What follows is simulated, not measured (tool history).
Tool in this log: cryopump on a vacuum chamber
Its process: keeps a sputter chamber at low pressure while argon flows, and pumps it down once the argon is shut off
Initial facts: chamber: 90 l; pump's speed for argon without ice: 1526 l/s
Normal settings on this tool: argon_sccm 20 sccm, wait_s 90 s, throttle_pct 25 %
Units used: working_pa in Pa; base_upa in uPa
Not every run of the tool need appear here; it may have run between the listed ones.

Run 1, hour 0: usual settings. Result: working_pa 0.0903 Pa, base_upa 0.7 uPa.
Run 2, hour 10.6: usual settings. Result: working_pa 0.091 Pa, base_upa 0.71 uPa.
Run 3, hour 21: usual settings. Result: working_pa 0.0918 Pa, base_upa 0.72 uPa.
Run 4, hour 35.3: usual settings but wait_s 195 s. Result: working_pa 0.0919 Pa, base_upa 0.56 uPa.
Run 5, hour 53.2: usual settings but wait_s 195 s. Result: working_pa 0.0917 Pa, base_upa 0.6 uPa.
Run 6, hour 67.7: usual settings but throttle_pct 43 %. Result: working_pa 0.0544 Pa, base_upa 0.77 uPa.
Run 7, hour 78.4: usual settings but throttle_pct 43 %. Result: working_pa 0.0545 Pa, base_upa 0.75 uPa.
Run 8, hour 90.4: usual settings but argon_sccm 17 sccm, throttle_pct 43 %. Result: working_pa 0.0474 Pa, base_upa 0.75 uPa.
Run 9, hour 108: usual settings but argon_sccm 35 sccm. Result: working_pa 0.1599 Pa, base_upa 0.75 uPa.
Run 10, hour 116.3: usual settings but throttle_pct 57 %. Result: working_pa 0.0418 Pa, base_upa 0.77 uPa.
Run 11, hour 130: usual settings but throttle_pct 57 %. Result: working_pa 0.0424 Pa, base_upa 0.8 uPa.
Run 12, hour 148.2: usual settings but wait_s 148 s, throttle_pct 32 %. Result: working_pa 0.0717 Pa, base_upa 0.66 uPa.
Run 13, hour 162.6: usual settings but argon_sccm 8 sccm, wait_s 25 s, throttle_pct 16 %. Result: working_pa 0.0574 Pa, base_upa 1.58 uPa.
Run 14, hour 179.4: usual settings but argon_sccm 18 sccm, wait_s 45 s, throttle_pct 19 %. Result: working_pa 0.1083 Pa, base_upa 1.09 uPa.

The next listed run, before its measurement:
Run 15, hour 190.5: usual settings but argon_sccm 9 sccm, wait_s 32 s, throttle_pct 19 %. Result: working_pa ?, base_upa ?.

working_pa: 0.0542 Pa
base_upa: 1.34 uPa
Were there no unlogged condition in the tool, this run, its random variation unchanged, would have produced working_pa 0.0524 Pa, base_upa 1.01 uPa.
